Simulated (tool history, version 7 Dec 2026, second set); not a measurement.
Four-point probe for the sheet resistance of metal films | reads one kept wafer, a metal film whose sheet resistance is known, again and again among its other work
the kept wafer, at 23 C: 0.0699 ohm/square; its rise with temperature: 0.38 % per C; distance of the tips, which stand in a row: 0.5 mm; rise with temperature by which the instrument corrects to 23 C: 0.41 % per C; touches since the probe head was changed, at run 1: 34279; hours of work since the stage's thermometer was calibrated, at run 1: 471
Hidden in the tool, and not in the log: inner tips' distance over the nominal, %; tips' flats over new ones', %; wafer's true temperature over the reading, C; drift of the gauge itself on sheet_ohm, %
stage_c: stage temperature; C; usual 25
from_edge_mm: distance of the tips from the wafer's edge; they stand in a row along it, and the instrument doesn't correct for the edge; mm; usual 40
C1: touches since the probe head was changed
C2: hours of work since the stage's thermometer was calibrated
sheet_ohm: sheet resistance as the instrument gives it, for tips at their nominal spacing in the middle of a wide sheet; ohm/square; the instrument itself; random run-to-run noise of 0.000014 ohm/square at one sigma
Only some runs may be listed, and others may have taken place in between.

run 1 hour=0 | stage_c=25 from_edge_mm=40 | C1=34279 C2=471 | sheet_ohm=0.069679
run 2 hour=12.7 | stage_c=25 from_edge_mm=40 | C1=34827 C2=477 | sheet_ohm=0.069691
run 3 hour=27.3 | stage_c=25 from_edge_mm=40 | C1=35459 C2=484 | sheet_ohm=0.069672
run 4 hour=43.2 | stage_c=25 from_edge_mm=40 | C1=36146 C2=492 | sheet_ohm=0.069683
run 5 hour=63.6 | stage_c=25 from_edge_mm=40 | C1=37026 C2=502 | sheet_ohm=0.069684
run 6 hour=86.1 | stage_c=25 from_edge_mm=40 | C1=37997 C2=513 | sheet_ohm=0.069681
run 7 hour=98.1 | stage_c=25 from_edge_mm=40 | C1=38517 C2=518 | sheet_ohm=0.069655
run 8 hour=123 | stage_c=24 from_edge_mm=40 | C1=39591 C2=531 | sheet_ohm=0.069658
run 9 hour=142.5 | stage_c=25 from_edge_mm=40 | C1=40434 C2=540 | sheet_ohm=0.069656
run 10 hour=158.2 | stage_c=25 from_edge_mm=40 | C1=41112 C2=548 | sheet_ohm=0.069645
run 11 hour=176.9 | stage_c=34 from_edge_mm=40 | C1=41921 C2=557 | sheet_ohm=0.069505
run 12 hour=195.6 | stage_c=25 from_edge_mm=17 | C1=42727 C2=566 | sheet_ohm=0.069657
run 13 hour=207.3 | stage_c=18 from_edge_mm=5 | C1=43231 C2=572 | sheet_ohm=0.070155
run 14 hour=229.8 | stage_c=18 from_edge_mm=5 | C1=44206 C2=583 | sheet_ohm=0.070117
run 15 hour=247.7 | stage_c=25 from_edge_mm=6 | C1=44977 C2=591 | sheet_ohm=0.069882
run 16 hour=268.2 | stage_c=25 from_edge_mm=5 | C1=45864 C2=601 | sheet_ohm=0.070018
run 17 hour=287.6 | stage_c=24 from_edge_mm=5 | C1=46703 C2=611 | sheet_ohm=0.070024
run 18 hour=303.5 | stage_c=20 from_edge_mm=45 | C1=47386 C2=618 | sheet_ohm=0.069697

Selected run-to-run steps in sheet_ohm, each split into two signed amounts: the part the tool would show with no hidden state at all (from settings, incoming material and random variation), and the remainder, which goes to the hidden state together with any gauge scatter not common to the measured and the hidden-state-free results:
Run 7 -> 8: stage_c 25 -> 24. sheet_ohm +0.000003 ohm/square: hidden state -0.000006, all else +0.000009.
Run 12 -> 13: stage_c 25 -> 18, from_edge_mm 17 -> 5. sheet_ohm +0.000498 ohm/square: hidden state -0.000006, all else +0.000504.

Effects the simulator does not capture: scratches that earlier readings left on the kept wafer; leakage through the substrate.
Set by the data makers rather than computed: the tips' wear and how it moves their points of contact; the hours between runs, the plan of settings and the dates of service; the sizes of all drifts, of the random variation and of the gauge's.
